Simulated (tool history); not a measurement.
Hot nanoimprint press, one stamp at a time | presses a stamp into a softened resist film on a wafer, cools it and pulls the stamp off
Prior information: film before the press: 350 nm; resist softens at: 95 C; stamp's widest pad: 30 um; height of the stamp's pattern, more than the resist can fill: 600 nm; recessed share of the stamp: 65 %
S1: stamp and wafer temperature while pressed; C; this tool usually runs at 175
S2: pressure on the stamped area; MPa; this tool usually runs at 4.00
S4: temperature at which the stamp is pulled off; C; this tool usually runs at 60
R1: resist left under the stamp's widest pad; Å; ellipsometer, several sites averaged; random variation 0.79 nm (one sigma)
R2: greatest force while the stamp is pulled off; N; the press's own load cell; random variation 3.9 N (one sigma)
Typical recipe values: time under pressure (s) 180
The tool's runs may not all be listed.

run 1 hour=0.0 | S1=175 S2=4.00 time_under_pressure_(s)=180 S4=60 | R1=1397 R2=227
run 2 hour=9.6 | S1=175 S2=4.00 time_under_pressure_(s)=180 S4=60 | R1=1413 R2=236
run 3 hour=22.2 | S1=175 S2=4.00 time_under_pressure_(s)=180 S4=60 | R1=1429 R2=236
run 4 hour=35.1 | S1=175 S2=4.00 time_under_pressure_(s)=180 S4=60 | R1=1417 R2=252
run 5 hour=45.6 | S1=175 S2=5.37 time_under_pressure_(s)=180 S4=60 | R1=1251 R2=241
run 6 hour=59.2 | S1=175 S2=4.00 time_under_pressure_(s)=180 S4=60 | R1=1427 R2=252
run 7 hour=66.3 | S1=175 S2=4.00 time_under_pressure_(s)=180 S4=60 | R1=1423 R2=254
run 8 hour=72.4 | S1=175 S2=4.00 time_under_pressure_(s)=180 S4=60 | R1=1412 R2=258
run 9 hour=81.0 | S1=175 S2=4.00 time_under_pressure_(s)=180 S4=60 | R1=1425 R2=276
run 10 hour=91.9 | S1=181 S2=4.00 time_under_pressure_(s)=180 S4=60 | R1=1069 R2=270
run 11 hour=100.3 | S1=178 S2=4.00 time_under_pressure_(s)=180 S4=60 | R1=1227 R2=259
run 12 hour=109.7 | S1=175 S2=4.00 time_under_pressure_(s)=180 S4=60 | R1=1428 R2=271
-- hour=117.6 stamp cleaned and given a new release coat
run 13 hour=123.8 | S1=175 S2=4.00 time_under_pressure_(s)=180 S4=60 | R1=1438 R2=195
run 14 hour=129.7 | S1=175 S2=6.12 time_under_pressure_(s)=180 S4=60 | R1=1198 R2=195
run 15 hour=141.9 | S1=175 S2=2.98 time_under_pressure_(s)=180 S4=60 | R1=1643 R2=209
run 16 hour=154.0 | S1=175 S2=2.98 time_under_pressure_(s)=180 S4=60 | R1=1629 R2=216
run 17 hour=162.4 | S1=166 S2=2.66 time_under_pressure_(s)=180 S4=53 | R1=2441 R2=243
run 18 hour=169.8 | S1=181 S2=6.14 time_under_pressure_(s)=164 S4=53 | R1=917 R2=249
run 19 hour=176.5 | S1=181 S2=6.14 time_under_pressure_(s)=164 S4=53 | R1=925 R2=252
run 20 hour=182.1 | S1=181 S2=6.04 time_under_pressure_(s)=164 S4=61 | R1=938 R2=220
run 21 hour=188.8 | S1=175 S2=3.49 time_under_pressure_(s)=180 S4=46 | R1=1527 R2=293
-- hour=192.5 plate thermocouple calibrated
run 22 hour=202.0 | S1=175 S2=3.06 time_under_pressure_(s)=180 S4=64 | R1=1685 R2=212
run 23 hour=214.2 | S1=166 S2=5.97 time_under_pressure_(s)=138 S4=49 | R1=2217 R2=286
run 24 hour=222.8 | S1=166 S2=2.78 time_under_pressure_(s)=178 S4=60 | R1=2534 R2=238
run 25 hour=229.1 | S1=166 S2=5.70 time_under_pressure_(s)=178 S4=60 | R1=2077 R2=233
run 26 hour=235.3 | S1=166 S2=5.70 time_under_pressure_(s)=178 S4=60 | R1=2078 R2=247
-- hour=241.2 plate thermocouple calibrated, once more
run 27 hour=245.1 | S1=175 S2=2.48 time_under_pressure_(s)=180 S4=68 | R1=1622 R2=187
run 28 hour=251.6 | S1=175 S2=4.00 time_under_pressure_(s)=173 S4=54 | R1=1325 R2=261
run 29 hour=258.7 | S1=185 S2=2.95 time_under_pressure_(s)=123 S4=64 | R1=1119 R2=211
run 30 hour=265.7 | S1=175 S2=2.44 time_under_pressure_(s)=180 S4=47 | R1=1613 R2=305
run 31 hour=271.4 | S1=175 S2=2.44 time_under_pressure_(s)=180 S4=47 | R1=1633 R2=307

Here are 3 independent what-if runs from the current tool condition. What would each one return?
run A hour=281.8 | S1=181 S2=5.93 time_under_pressure_(s)=156 S4=47 | R1=? R2=?
run B hour=281.8 | S1=164 S2=2.44 time_under_pressure_(s)=180 S4=50 | R1=? R2=?
run C hour=281.8 | S1=164 S2=3.64 time_under_pressure_(s)=180 S4=45 | R1=? R2=?

run=A R1=872 R2=308
run=B R1=2526 R2=311
run=C R1=2260 R2=329
With no hidden state in the tool, these same runs would have given:
run=A R1=850 R2=245
run=B R1=2515 R2=248
run=C R1=2241 R2=262
